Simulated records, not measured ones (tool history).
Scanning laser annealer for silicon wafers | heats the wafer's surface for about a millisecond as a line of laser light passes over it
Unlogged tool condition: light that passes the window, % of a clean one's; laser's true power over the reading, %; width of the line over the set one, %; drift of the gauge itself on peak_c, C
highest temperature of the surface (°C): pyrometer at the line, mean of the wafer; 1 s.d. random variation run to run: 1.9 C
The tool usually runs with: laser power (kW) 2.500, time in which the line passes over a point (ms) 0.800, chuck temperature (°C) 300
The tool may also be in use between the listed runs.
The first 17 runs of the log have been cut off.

| run | hour | laser power (kW) | time in which the line passes over a point (ms) | chuck temperature (°C) | hours of work since the window was cleaned | hours of work since the power meter was calibrated | hours of work since the optics were aligned | highest temperature of the surface (°C) |
|---|---|---|---|---|---|---|---|---|
| 18 | 838.4 | 2.202 | 0.800 | 300 | 201 | 1542 | 1191 | 968 |
| 19 | 877.3 | 2.500 | 0.800 | 300 | 218 | 1559 | 1209 | 1062 |
|  | 937.1 | optics aligned, line set to its width |
| 20 | 943.5 | 2.500 | 0.800 | 300 | 245 | 1586 | 3 | 1066 |
| 21 | 987.5 | 2.533 | 0.800 | 300 | 265 | 1606 | 22 | 1071 |
| 22 | 1034.7 | 2.533 | 0.800 | 300 | 286 | 1627 | 43 | 1067 |
| 23 | 1098.3 | 2.437 | 0.792 | 300 | 314 | 1655 | 72 | 1033 |
| 24 | 1153.8 | 2.374 | 0.699 | 324 | 339 | 1680 | 96 | 999 |
| 25 | 1220.0 | 2.487 | 0.610 | 325 | 368 | 1709 | 126 | 983 |
| 26 | 1282.0 | 2.487 | 0.610 | 325 | 396 | 1737 | 153 | 981 |
| 27 | 1316.1 | 2.487 | 0.610 | 325 | 411 | 1752 | 169 | 979 |

Run 28 comes next. What will it give?
| 28 | 1376.2 | 2.664 | 0.800 | 331 | 438 | 1779 | 195 | ? |

{"run 28": {"highest temperature of the surface (°C)": 1129}}
With the hidden condition absent and the run-to-run variation left alone, this run would have shown highest temperature of the surface (°C) 1170.
